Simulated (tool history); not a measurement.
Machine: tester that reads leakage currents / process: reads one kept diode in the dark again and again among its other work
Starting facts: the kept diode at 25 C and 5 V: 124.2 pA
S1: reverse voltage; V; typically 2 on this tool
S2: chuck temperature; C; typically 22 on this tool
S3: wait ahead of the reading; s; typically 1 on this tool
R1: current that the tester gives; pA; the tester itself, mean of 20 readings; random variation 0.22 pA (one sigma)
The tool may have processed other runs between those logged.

| run | day | S1 | S2 | S3 | R1 |
|---|---|---|---|---|---|
| 1 | 0 | 2 | 22 | 1 | 66.01 |
| 2 | 5.529 | 2 | 22 | 1 | 64.72 |
| 3 | 12.292 | 2 | 22 | 1 | 64.29 |
| 4 | 19.296 | 1.26 | 22 | 1 | 52.49 |
|  | 22.646 | chuck's temperature calibrated |
| 5 | 28.867 | 2 | 22 | 0.72 | 71.59 |
| 6 | 33.804 | 2 | 22 | 0.72 | 70.98 |
| 7 | 41.125 | 2 | 22 | 1 | 69.44 |
| 8 | 51.1 | 1.24 | 22 | 1 | 56.46 |
| 9 | 60.05 | 1.24 | 22 | 1 | 55.12 |
|  | 67.417 | tester calibrated |
| 10 | 67.712 | 1.24 | 22 | 1 | 55.51 |
|  | 73.746 | probe card cleaned and baked |
| 11 | 73.746 | 1.24 | 22 | 0.79 | 52.16 |
| 12 | 82.388 | 2 | 22 | 1 | 60.98 |
| 13 | 87.838 | 2 | 29 | 1 | 105.66 |
|  | 90.138 | chuck's temperature calibrated |
| 14 | 97.912 | 2 | 22 | 1 | 69.86 |
| 15 | 109.6 | 2 | 22 | 1 | 68.09 |
| 16 | 116.254 | 2 | 22 | 1 | 67.38 |
| 17 | 126.708 | 2 | 22 | 1 | 66.13 |
| 18 | 138.217 | 2 | 22 | 1 | 64.33 |
| 19 | 143.546 | 2 | 22 | 1 | 62.98 |
| 20 | 150.296 | 2 | 22 | 1 | 62.73 |
|  | 158.3 | chuck's temperature calibrated |
| 21 | 159.792 | 2 | 22 | 1 | 71.93 |
| 22 | 166.021 | 1.63 | 27 | 0.39 | 97.88 |
| 23 | 176.129 | 5.99 | 39 | 1 | 384.11 |
| 24 | 184.225 | 4.01 | 37 | 0.38 | 282.56 |
| 25 | 189.279 | 4.01 | 37 | 0.38 | 278.62 |
| 26 | 196.483 | 13.18 | 44 | 7.37 | 710.61 |
| 27 | 205.367 | 9.3 | 22 | 0.69 | 128.28 |
| 28 | 211.704 | 9.33 | 52 | 0.33 | 1053.92 |
| 29 | 218.929 | 1.23 | 52 | 0.33 | 492.76 |
| 30 | 225.292 | 10.94 | 52 | 0.33 | 1093.7 |
|  | 226.404 | chuck's temperature calibrated |
|  | 232.429 | tester calibrated |
| 31 | 236.45 | 8.5 | 52 | 6.91 | 1112.44 |
|  | 245.512 | probe card cleaned and baked |
| 32 | 248.179 | 3.15 | 20 | 1.17 | 67.02 |
| 33 | 255.888 | 2 | 49 | 9.58 | 509.65 |
| 34 | 266.188 | 1.49 | 23 | 2.58 | 62.65 |
| 35 | 274.271 | 1.49 | 23 | 2.58 | 61.62 |
| 36 | 280.792 | 2 | 34 | 2.39 | 161.48 |
| 37 | 289.258 | 2 | 42 | 2.39 | 288.29 |
|  | 294.462 | chuck's temperature calibrated |
| 38 | 297.104 | 2 | 22 | 2.57 | 69.6 |
| 39 | 304.467 | 4.71 | 23 | 3.16 | 103.51 |
| 40 | 316.25 | 2 | 29 | 2.21 | 116.17 |

Predict each of these 3 candidate next runs independently; none follows another, all start after run 40:
| A | 326.258 | 4.92 | 42 | 2.35 | ? |
| B | 326.258 | 6.62 | 27 | 0.56 | ? |
| C | 326.258 | 2.02 | 21 | 0.69 | ? |

| run | R1 |
|---|---|
| A | 423.98 |
| B | 157.74 |
| C | 61.39 |
Take away the tool's hidden state, keep each run's random variation, and the runs would have read:
| run | R1 |
|---|---|
| A | 455.14 |
| B | 164.92 |
| C | 65.07 |
